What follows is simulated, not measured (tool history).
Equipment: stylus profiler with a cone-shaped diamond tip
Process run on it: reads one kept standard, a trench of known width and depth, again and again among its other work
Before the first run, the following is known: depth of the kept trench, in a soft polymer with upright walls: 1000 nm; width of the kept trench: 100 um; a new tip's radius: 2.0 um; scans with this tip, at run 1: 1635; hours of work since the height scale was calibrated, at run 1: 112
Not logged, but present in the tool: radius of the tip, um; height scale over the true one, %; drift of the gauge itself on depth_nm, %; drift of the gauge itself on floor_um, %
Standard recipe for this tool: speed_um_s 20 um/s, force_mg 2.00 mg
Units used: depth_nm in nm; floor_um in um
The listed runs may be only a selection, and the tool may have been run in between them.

| run | hour | speed_um_s | force_mg | scans with this tip | hours of work since the height scale was calibrated | depth_nm | floor_um |
|---|---|---|---|---|---|---|---|
| 1 | 0.0 | 20 | 2.00 | 1635 | 112 | 1012.59 | 96.39 |
| 2 | 22.1 | 20 | 0.90 | 1769 | 122 | 1007.46 | 96.35 |
| 3 | 38.7 | 20 | 0.90 | 1871 | 129 | 1007.35 | 96.30 |
| 4 | 71.4 | 20 | 0.90 | 2071 | 142 | 1007.08 | 96.32 |
| 5 | 91.3 | 20 | 0.90 | 2192 | 151 | 1007.19 | 96.26 |
| 6 | 112.7 | 20 | 0.71 | 2322 | 160 | 1006.34 | 96.28 |
| 7 | 136.0 | 20 | 0.71 | 2465 | 169 | 1005.66 | 96.27 |
| 8 | 151.2 | 63 | 2.00 | 2557 | 176 | 1012.25 | 96.19 |
| 9 | 169.3 | 20 | 2.00 | 2668 | 183 | 1011.73 | 96.23 |
| 10 | 184.3 | 20 | 2.00 | 2759 | 190 | 1012.64 | 96.26 |
| 11 | 210.0 | 6 | 2.00 | 2916 | 200 | 1012.27 | 96.37 |
| 12 | 235.4 | 6 | 2.00 | 3071 | 211 | 1011.91 | 96.26 |
| 13 | 251.9 | 6 | 2.00 | 3172 | 218 | 1012.01 | 96.29 |
| 14 | 280.0 | 6 | 2.00 | 3343 | 230 | 1012.56 | 96.29 |
| 15 | 303.4 | 18 | 2.00 | 3487 | 240 | 1012.14 | 96.22 |
| 16 | 335.0 | 20 | 2.00 | 3679 | 253 | 1012.17 | 96.25 |
| 17 | 364.7 | 20 | 2.00 | 3860 | 265 | 1012.09 | 96.20 |
| 18 | 387.6 | 20 | 2.00 | 4000 | 275 | 1012.31 | 96.19 |
| 19 | 417.6 | 20 | 2.00 | 4183 | 288 | 1012.47 | 96.20 |
| 20 | 437.4 | 20 | 2.00 | 4304 | 296 | 1011.89 | 96.15 |
| 21 | 469.0 | 20 | 2.00 | 4497 | 309 | 1012.09 | 96.10 |
| 22 | 486.8 | 14 | 2.00 | 4606 | 317 | 1012.31 | 96.15 |
| 23 | 505.3 | 14 | 2.00 | 4719 | 324 | 1012.32 | 96.10 |
| 24 | 523.8 | 42 | 0.97 | 4831 | 332 | 1007.11 | 96.02 |
| 25 | 548.1 | 42 | 0.97 | 4980 | 342 | 1007.31 | 96.02 |
| 26 | 566.2 | 31 | 1.16 | 5091 | 350 | 1008.07 | 96.06 |
| 27 | 591.7 | 67 | 0.81 | 5246 | 361 | 1006.28 | 95.88 |
| 28 | 624.8 | 67 | 0.81 | 5448 | 374 | 1006.44 | 95.94 |
| 29 | 647.8 | 25 | 2.00 | 5589 | 384 | 1012.16 | 96.04 |
| 30 | 663.6 | 41 | 1.04 | 5685 | 391 | 1007.83 | 96.01 |
| 31 | 683.2 | 32 | 2.03 | 5804 | 399 | 1012.08 | 96.05 |
| 32 | 702.5 | 22 | 3.24 | 5922 | 407 | 1017.06 | 96.01 |
| 33 | 722.1 | 38 | 0.78 | 6042 | 415 | 1005.56 | 95.99 |
| 34 | 753.9 | 38 | 0.78 | 6236 | 429 | 1006.00 | 95.98 |
| 35 | 779.5 | 67 | 2.00 | 6392 | 439 | 1011.43 | 95.93 |
| 36 | 796.1 | 15 | 2.58 | 6494 | 446 | 1013.70 | 96.06 |
| 37 | 824.1 | 7 | 5.27 | 6664 | 458 | 1023.41 | 96.05 |
| 38 | 840.0 | 20 | 1.87 | 6762 | 465 | 1011.29 | 96.01 |
| 39 | 873.1 | 26 | 2.88 | 6963 | 479 | 1014.98 | 95.96 |
| 40 | 888.4 | 17 | 1.83 | 7057 | 485 | 1010.69 | 95.98 |
| 41 | 911.0 | 10 | 2.49 | 7195 | 495 | 1013.15 | 96.03 |
| 42 | 936.2 | 45 | 2.20 | 7349 | 505 | 1012.26 | 95.97 |
| 43 | 951.5 | 10 | 2.34 | 7442 | 512 | 1012.99 | 95.96 |
| 44 | 970.8 | 10 | 2.34 | 7560 | 520 | 1012.88 | 95.98 |
| 45 | 995.8 | 21 | 1.47 | 7712 | 530 | 1009.20 | 95.88 |

What if the next run were any one of these 5? Each begins from the tool's condition after run 45:
| A | 1013.8 | 21 | 1.05 | 7823 | 538 | ? | ? |
| B | 1013.8 | 21 | 4.04 | 7823 | 538 | ? | ? |
| C | 1013.8 | 20 | 0.68 | 7823 | 538 | ? | ? |
| D | 1013.8 | 6 | 3.11 | 7823 | 538 | ? | ? |
| E | 1013.8 | 9 | 2.10 | 7823 | 538 | ? | ? |

| run | depth_nm | floor_um |
|---|---|---|
| A | 1006.99 | 95.91 |
| B | 1019.53 | 95.90 |
| C | 1004.64 | 95.96 |
| D | 1015.84 | 95.99 |
| E | 1012.22 | 96.00 |
What these runs would have given with no unlogged condition in the tool:
| run | depth_nm | floor_um |
|---|---|---|
| A | 1008.17 | 96.47 |
| B | 1020.72 | 96.46 |
| C | 1005.81 | 96.51 |
| D | 1017.03 | 96.55 |
| E | 1013.40 | 96.55 |
